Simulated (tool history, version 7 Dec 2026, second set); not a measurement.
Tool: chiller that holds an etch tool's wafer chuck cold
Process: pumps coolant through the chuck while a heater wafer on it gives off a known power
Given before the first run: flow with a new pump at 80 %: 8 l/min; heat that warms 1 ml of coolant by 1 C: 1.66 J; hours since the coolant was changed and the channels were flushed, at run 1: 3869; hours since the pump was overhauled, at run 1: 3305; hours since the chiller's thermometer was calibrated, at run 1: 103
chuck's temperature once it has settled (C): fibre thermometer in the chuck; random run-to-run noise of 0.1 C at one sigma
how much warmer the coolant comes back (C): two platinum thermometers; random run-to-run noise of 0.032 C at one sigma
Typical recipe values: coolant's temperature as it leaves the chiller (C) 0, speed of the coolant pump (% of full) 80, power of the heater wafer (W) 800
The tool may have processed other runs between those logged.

run     day  coolant's temperature as it leaves the chiller (C)  speed of the coolant pump (% of full)  power of the heater wafer (W)  hours since the coolant was changed and the channels were flushed  hours since the pump was overhauled  hours since the chiller's thermometer was calibrated  chuck's temperature once it has settled (C)  how much warmer the coolant comes back (C)
  1       0                                                   0                                     80                            800                                                               3869                                 3305                                                   103                                            6                                        3.57
  2    3.55                                                   0                                     72                            800                                                               3955                                 3390                                                   188                                          6.6                                        4.02
      7.333  -- coolant changed, channels flushed
  3   8.892                                                   0                                     72                            800                                                                 37                                 3512                                                   311                                          6.6                                        4.06
  4  13.117                                                   0                                     72                            800                                                                139                                 3614                                                   412                                          6.7                                        4.03
  5  15.804                                                   0                                     72                            800                                                                203                                 3678                                                   476                                          6.7                                        4.09
  6  18.429                                                   0                                     80                            739                                                                266                                 3741                                                   539                                          5.5                                        3.35
  7  22.054                                                   0                                     80                           1043                                                                353                                 3828                                                   627                                          7.8                                        4.73
  8  26.562                                                   0                                     80                            954                                                                461                                 3937                                                   735                                          7.3                                         4.4
  9  30.238                                                   0                                     64                            554                                                                550                                 4025                                                   823                                          5.2                                        3.23
 10   34.25                                                   2                                     73                           1130                                                                646                                 4121                                                   919                                         11.1                                        5.67
 11  37.154                                                  -2                                     86                            819                                                                716                                 4191                                                   989                                          3.7                                         3.5

What if the next run were any one of these 5? Each begins from the tool's condition after run 11:
  A  40.733                                                   3                                     98                            634                                                                802                                 4277                                                  1075                                            ?                                           ?
  B  40.733                                                  -2                                     74                            966                                                                802                                 4277                                                  1075                                            ?                                           ?
  C  40.733                                                   3                                     80                            800                                                                802                                 4277                                                  1075                                            ?                                           ?
  D  40.733                                                   9                                     62                            813                                                                802                                 4277                                                  1075                                            ?                                           ?
  E  40.733                                                   2                                     86                            819                                                                802                                 4277                                                  1075                                            ?                                           ?

run  chuck's temperature once it has settled (C)  how much warmer the coolant comes back (C)
  A                                          6.8                                        2.44
  B                                          5.8                                        4.78
  C                                          8.9                                         3.7
  D                                         16.8                                        4.86
  E                                          7.9                                        3.56
Without the tool's hidden state the same runs would have given:
run  chuck's temperature once it has settled (C)  how much warmer the coolant comes back (C)
  A                                          6.8                                        2.33
  B                                          5.8                                        4.66
  C                                          8.9                                        3.58
  D                                         16.8                                        4.74
  E                                          7.9                                        3.44
